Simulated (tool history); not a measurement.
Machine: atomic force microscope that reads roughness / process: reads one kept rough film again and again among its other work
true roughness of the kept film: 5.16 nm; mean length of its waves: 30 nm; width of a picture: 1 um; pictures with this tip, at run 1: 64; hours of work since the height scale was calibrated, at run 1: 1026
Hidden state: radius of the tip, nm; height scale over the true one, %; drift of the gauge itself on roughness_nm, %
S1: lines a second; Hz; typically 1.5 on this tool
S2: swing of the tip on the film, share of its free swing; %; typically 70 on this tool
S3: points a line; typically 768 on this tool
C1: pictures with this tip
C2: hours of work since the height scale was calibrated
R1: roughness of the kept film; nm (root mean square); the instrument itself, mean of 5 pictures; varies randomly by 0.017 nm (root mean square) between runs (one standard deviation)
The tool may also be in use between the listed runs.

Run 1, hour 0: usual settings; C1 64; C2 1026. Result: R1 3.323 nm (root mean square).
At hour 28.9: new tip fitted.
Run 2, hour 53.4: usual settings but S1 0.76 Hz; C1 53; C2 1065. Result: R1 3.616 nm (root mean square).
At hour 88.8: new tip fitted.
Run 3, hour 109: usual settings; C1 44; C2 1107. Result: R1 3.614 nm (root mean square).
Run 4, hour 145.1: usual settings; C1 122; C2 1134. Result: R1 2.994 nm (root mean square).
At hour 150.6: new tip fitted.
Run 5, hour 170.4: usual settings but S3 626; C1 43; C2 1152. Result: R1 3.692 nm (root mean square).
At hour 209.6: new tip fitted.
Run 6, hour 221.6: usual settings but S2 82 %, S3 313; C1 26; C2 1190. Result: R1 3.702 nm (root mean square).
At hour 225.7: height scale calibrated on a step standard.
At hour 272.7: new tip fitted.
Run 7, hour 281.1: usual settings but S1 1.77 Hz, S2 90 %, S3 561; C1 18; C2 41. Result: R1 3.66 nm (root mean square).
Run 8, hour 327.6: usual settings but S1 2.37 Hz, S2 58 %; C1 119; C2 76. Result: R1 3.047 nm (root mean square).
At hour 332.7: new tip fitted.
Run 9, hour 379.4: usual settings but S1 0.56 Hz, S2 57 %, S3 848; C1 101; C2 114. Result: R1 3.237 nm (root mean square).
At hour 391.7: new tip fitted.
Run 10, hour 423.6: usual settings but S1 3.91 Hz, S2 85 %; C1 70; C2 147. Result: R1 2.84 nm (root mean square).

4 options for the next run, each taken on its own from the tool as it stands now. Forecast them:
At hour 450.6: new tip fitted.
Run A, hour 450.6: usual settings but S1 0.69 Hz, S2 69 %, S3 692; C1 0; C2 166. Result: R1 ?.
At hour 450.6: new tip fitted.
Run B, hour 450.6: usual settings but S1 0.76 Hz, S2 66 %, S3 426; C1 0; C2 166. Result: R1 ?.
At hour 450.6: new tip fitted.
Run C, hour 450.6: usual settings but S1 0.58 Hz, S2 59 %, S3 528; C1 0; C2 166. Result: R1 ?.
At hour 450.6: new tip fitted.
Run D, hour 450.6: usual settings but S1 0.57 Hz, S2 62 %, S3 392; C1 0; C2 166. Result: R1 ?.

run     R1
  A  4.278
  B    4.3
  C  4.315
  D  4.302
The same runs, with their run-to-run variation unchanged, on a tool lacking any hidden condition would have given:
run     R1
  A  4.349
  B  4.372
  C  4.387
  D  4.374
